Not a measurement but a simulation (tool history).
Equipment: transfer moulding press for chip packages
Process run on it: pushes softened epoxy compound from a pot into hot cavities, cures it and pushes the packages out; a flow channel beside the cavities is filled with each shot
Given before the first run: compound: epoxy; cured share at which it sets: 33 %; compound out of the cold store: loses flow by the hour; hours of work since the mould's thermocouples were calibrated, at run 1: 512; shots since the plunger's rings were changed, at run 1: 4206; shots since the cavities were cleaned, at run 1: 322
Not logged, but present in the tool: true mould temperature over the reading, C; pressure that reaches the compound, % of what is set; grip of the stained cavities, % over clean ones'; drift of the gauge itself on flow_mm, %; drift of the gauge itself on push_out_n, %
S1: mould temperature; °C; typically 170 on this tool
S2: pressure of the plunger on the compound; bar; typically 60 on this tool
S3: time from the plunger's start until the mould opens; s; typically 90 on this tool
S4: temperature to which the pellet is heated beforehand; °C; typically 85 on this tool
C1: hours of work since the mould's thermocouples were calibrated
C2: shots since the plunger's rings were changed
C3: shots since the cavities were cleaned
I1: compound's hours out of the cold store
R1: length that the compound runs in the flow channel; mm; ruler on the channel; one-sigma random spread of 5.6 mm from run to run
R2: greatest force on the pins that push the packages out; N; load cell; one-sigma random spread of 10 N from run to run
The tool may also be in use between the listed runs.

run	day	S1	S2	S3	S4	C1	C2	C3	I1	R1	R2
1	0	170	60	90	85	512	4206	322	15.7	531	732
# day 0.438: cavities cleaned with cleaning compound and waxed
2	1.075	170	52.1	90	85	528	4544	213	32.6	457	963
# day 1.908: cavities cleaned with cleaning compound and waxed
3	2.179	170	60	94	85	545	4890	90	32.5	491	536
4	2.838	170	60	90	85	556	5109	309	10.6	548	755
# day 3.317: cavities cleaned with cleaning compound and waxed
5	3.688	170	60	90	85	569	5371	123	13.8	526	619
6	4.417	170	60	90	85	581	5614	366	34.1	478	744
# day 4.725: cavities cleaned with cleaning compound and waxed
# day 4.879: cavities cleaned with cleaning compound and waxed, once more
7	5.321	170	60	90	85	593	5874	148	32.8	481	630
# day 6.133: plunger's sealing rings changed
# day 6.458: cavities cleaned with cleaning compound and waxed
8	6.65	171	60	90	85	612	152	64	34.7	535	525
9	7.758	163	61.8	84	83	630	520	432	34.4	550	1464
# day 7.892: cavities cleaned with cleaning compound and waxed
10	8.733	170	71.5	101	92	645	824	280	29.8	598	578
# day 9.362: cavities cleaned with cleaning compound and waxed
11	10.075	170	71.5	101	92	666	1250	237	38.9	571	547

Run 12 has not been measured yet. What should we expect?
# day 10.788: cavities cleaned with cleaning compound and waxed
12	10.912	168	67.5	93	90	679	1509	42	39.5	?	?

R1: 539 mm
R2: 587 N
Minus the tool's unlogged condition, the same run would have read R1 553 mm, R2 482 N.
